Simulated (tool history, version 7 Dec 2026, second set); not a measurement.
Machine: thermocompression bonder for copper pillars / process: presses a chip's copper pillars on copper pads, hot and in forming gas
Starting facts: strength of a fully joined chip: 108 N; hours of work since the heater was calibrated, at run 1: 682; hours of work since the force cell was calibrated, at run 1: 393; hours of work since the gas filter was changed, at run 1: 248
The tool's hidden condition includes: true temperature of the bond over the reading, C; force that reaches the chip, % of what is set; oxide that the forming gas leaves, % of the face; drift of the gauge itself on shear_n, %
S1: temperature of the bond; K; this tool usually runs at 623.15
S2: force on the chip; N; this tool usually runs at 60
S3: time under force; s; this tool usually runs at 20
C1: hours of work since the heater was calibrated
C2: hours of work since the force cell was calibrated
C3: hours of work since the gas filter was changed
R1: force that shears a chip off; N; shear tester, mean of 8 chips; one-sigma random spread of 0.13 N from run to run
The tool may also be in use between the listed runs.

run	day	S1	S2	S3	C1	C2	C3	R1
1	0	623.15	60	20	682	393	248	57
2	0.779	623.15	71	20	694	405	261	65.9
3	1.9	623.15	60	20	712	423	278	57.1
# day 2.042: force cell calibrated
4	2.588	623.15	60	20	722	9	288	56.8
5	3.175	623.15	60	20	731	18	298	57
6	3.912	647.15	82	17	743	30	309	78.9
7	4.871	599.15	67	17	758	45	325	50.6
# day 5.871: forming gas filter changed
8	5.921	594.15	47	13	774	61	1	31.2
9	6.512	594.15	47	13	784	71	10	31.2
# day 7.054: force cell calibrated, once more
10	7.4	638.15	74	15	797	6	23	70.2

Below are 5 alternative next runs, each starting from the tool's condition after run 10. Predict each:
A	7.942	623.15	78	20	806	14	32	?
B	7.942	636.15	60	20	806	14	32	?
C	7.942	598.15	60	15	806	14	32	?
D	7.942	642.15	42	20	806	14	32	?
E	7.942	644.15	74	15	806	14	32	?

run	R1
A	73.2
B	63.7
C	44.3
D	46.8
E	72.3
Had the tool no hidden state, the same runs would have come out as:
run	R1
A	72.2
B	62.8
C	43.3
D	46
E	71.4
